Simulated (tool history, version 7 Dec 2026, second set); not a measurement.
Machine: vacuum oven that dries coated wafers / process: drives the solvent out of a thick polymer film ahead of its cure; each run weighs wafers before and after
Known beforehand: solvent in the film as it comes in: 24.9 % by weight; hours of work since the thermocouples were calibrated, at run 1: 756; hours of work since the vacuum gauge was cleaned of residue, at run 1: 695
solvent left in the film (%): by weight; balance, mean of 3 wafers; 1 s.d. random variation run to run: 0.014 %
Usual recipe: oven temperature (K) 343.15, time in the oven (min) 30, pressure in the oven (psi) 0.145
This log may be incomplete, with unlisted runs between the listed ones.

| run | hour | oven temperature (K) | time in the oven (min) | pressure in the oven (psi) | hours of work since the thermocouples were calibrated | hours of work since the vacuum gauge was cleaned of residue | solvent left in the film (%) |
|---|---|---|---|---|---|---|---|
| 1 | 0.0 | 343.15 | 30 | 0.145 | 756 | 695 | 1.25 |
| 2 | 35.3 | 343.15 | 30 | 0.145 | 781 | 721 | 1.25 |
| 3 | 69.0 | 343.15 | 30 | 0.145 | 805 | 745 | 1.22 |
| 4 | 130.4 | 343.15 | 30 | 0.145 | 849 | 788 | 1.23 |
| 5 | 180.2 | 343.15 | 30 | 0.145 | 884 | 823 | 1.20 |
|  | 208.9 | oven's thermocouples calibrated |
| 6 | 228.8 | 343.15 | 30 | 0.145 | 14 | 857 | 1.63 |
| 7 | 264.1 | 343.15 | 30 | 0.145 | 39 | 882 | 1.62 |
| 8 | 302.0 | 343.15 | 30 | 0.145 | 66 | 909 | 1.62 |
| 9 | 365.3 | 343.15 | 30 | 0.145 | 111 | 954 | 1.60 |
| 10 | 393.0 | 343.15 | 30 | 0.145 | 131 | 973 | 1.59 |
| 11 | 424.5 | 343.15 | 20 | 0.145 | 153 | 996 | 3.50 |
| 12 | 471.2 | 343.15 | 20 | 0.145 | 186 | 1029 | 3.45 |
| 13 | 510.4 | 343.15 | 20 | 0.145 | 214 | 1057 | 3.45 |
| 14 | 557.4 | 343.15 | 20 | 0.145 | 248 | 1090 | 3.43 |
| 15 | 596.9 | 343.15 | 20 | 0.145 | 276 | 1118 | 3.42 |
| 16 | 645.0 | 343.15 | 30 | 0.145 | 310 | 1152 | 1.57 |
| 17 | 694.3 | 343.15 | 30 | 0.145 | 345 | 1187 | 1.52 |
| 18 | 738.9 | 343.15 | 30 | 0.145 | 376 | 1219 | 1.53 |
| 19 | 772.2 | 343.15 | 30 | 0.112 | 400 | 1243 | 1.48 |
| 20 | 832.0 | 343.15 | 46 | 0.145 | 443 | 1285 | 0.61 |
| 21 | 869.3 | 343.15 | 46 | 0.145 | 469 | 1311 | 0.63 |
| 22 | 912.7 | 343.15 | 46 | 0.145 | 500 | 1342 | 0.57 |
| 23 | 972.6 | 343.15 | 46 | 0.145 | 542 | 1385 | 0.60 |
| 24 | 1033.7 | 356.15 | 30 | 0.097 | 586 | 1428 | 0.16 |
| 25 | 1094.7 | 356.15 | 30 | 0.097 | 629 | 1472 | 0.15 |
| 26 | 1158.6 | 356.15 | 30 | 0.097 | 675 | 1517 | 0.19 |
| 27 | 1199.7 | 328.15 | 20 | 0.540 | 704 | 1546 | 12.89 |
| 28 | 1231.4 | 356.15 | 32 | 0.231 | 726 | 1569 | 0.34 |
| 29 | 1285.9 | 343.15 | 34 | 0.081 | 765 | 1607 | 0.95 |
| 30 | 1334.0 | 343.15 | 34 | 0.081 | 799 | 1642 | 0.96 |
| 31 | 1376.5 | 343.15 | 34 | 0.081 | 829 | 1672 | 0.95 |
| 32 | 1410.5 | 334.15 | 41 | 0.080 | 853 | 1696 | 3.30 |
| 33 | 1438.8 | 352.15 | 15 | 0.080 | 874 | 1716 | 1.16 |
|  | 1481.4 | oven's thermocouples calibrated |
| 34 | 1502.7 | 343.15 | 30 | 0.080 | 15 | 1760 | 1.59 |
| 35 | 1549.0 | 352.15 | 30 | 0.136 | 48 | 1793 | 0.34 |
| 36 | 1608.1 | 337.15 | 21 | 0.088 | 90 | 1835 | 6.60 |
|  | 1643.7 | vacuum gauge cleaned of residue and calibrated |
| 37 | 1662.9 | 337.15 | 21 | 0.088 | 128 | 14 | 6.53 |
| 38 | 1697.0 | 348.15 | 42 | 0.088 | 152 | 38 | 0.21 |
| 39 | 1755.4 | 357.15 | 23 | 0.248 | 194 | 79 | 0.34 |
| 40 | 1790.1 | 345.15 | 30 | 0.117 | 218 | 104 | 1.01 |
| 41 | 1848.7 | 345.15 | 30 | 0.117 | 260 | 146 | 1.02 |
| 42 | 1910.5 | 354.15 | 30 | 0.117 | 304 | 189 | 0.18 |
| 43 | 1937.2 | 337.15 | 31 | 0.561 | 323 | 208 | 4.87 |

Hidden state at the last listed run before each entry between runs and at the first one after, where it differs:
In the gap between runs 5 and 6: oven's thermocouples calibrated (hour 208.9)
  true wafer temperature over the reading, C: 1.35 -> -0.23; true pressure over the reading, kPa: 0.114 -> 0.118
  measured result minus the result with no hidden state, solvent left in the film (%): -0.33 -> +0.10
In the gap between runs 33 and 34: oven's thermocouples calibrated (hour 1481.4)
  true wafer temperature over the reading, C: 0.69 -> -0.41; true pressure over the reading, kPa: 0.235 -> 0.241
  measured result minus the result with no hidden state, solvent left in the film (%): -0.13 -> +0.19
In the gap between runs 36 and 37: vacuum gauge cleaned of residue and calibrated (hour 1643.7)
  true wafer temperature over the reading, C: -0.32 -> -0.28; true pressure over the reading, kPa: 0.252 -> -0.005
  measured result minus the result with no hidden state, solvent left in the film (%): +0.27 -> +0.17
